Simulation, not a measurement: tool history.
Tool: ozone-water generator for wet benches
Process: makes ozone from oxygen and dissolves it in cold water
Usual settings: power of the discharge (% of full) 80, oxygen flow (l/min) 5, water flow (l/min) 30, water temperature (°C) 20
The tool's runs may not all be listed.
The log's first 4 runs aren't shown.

run,hour,power of the discharge (% of full),oxygen flow (l/min),water flow (l/min),water temperature (°C),hours of work since the electrodes were changed,hours of work since the contactor was cleaned,hours of work since the thermometer was calibrated,dissolved ozone (ppm),ozone in the gas ahead of the water (g/m3)
5,130.9,77,5,30,20,587,2038,3301,13.6,174.6
6,176.4,80,6,30,20,622,2072,3336,14,160.3
7,219.1,80,6,30,20,654,2105,3368,14.1,159.8
8,251.8,59,5,30,20,679,2130,3393,11.3,142.1
9,277.4,80,5,30,20,698,2149,3412,13.9,177
10,325.4,80,5,30,20,735,2185,3449,13.9,175.3
11,353.2,80,5,30,20,756,2206,3470,13.8,177.1
12,383.2,80,5,30,20,779,2229,3492,13.8,176.6
13,419.9,80,5,19,20,806,2257,3520,20,176.2
14,459.4,80,5,19,20,836,2287,3550,20.1,176.2
15,514.3,80,5,19,20,878,2328,3592,20.1,175.7
16,565.5,80,5,19,20,917,2367,3630,20,175.8
17,605.6,80,5,19,20,947,2398,3661,19.6,176.1
18,650.2,80,5,19,20,981,2432,3695,19.9,177.4
19,689.6,85,4.91,37,16,1011,2461,3725,11.9,184.3

The next listed run, before its measurement:
20,740.9,85,7.22,34,16,1050,2500,3763,?,?

{"run 20": {"dissolved ozone (ppm)": 13.7, "ozone in the gas ahead of the water (g/m3)": 149.3}}
Without the tool's hidden state the same run would have given dissolved ozone (ppm) 15, ozone in the gas ahead of the water (g/m3) 155.4.

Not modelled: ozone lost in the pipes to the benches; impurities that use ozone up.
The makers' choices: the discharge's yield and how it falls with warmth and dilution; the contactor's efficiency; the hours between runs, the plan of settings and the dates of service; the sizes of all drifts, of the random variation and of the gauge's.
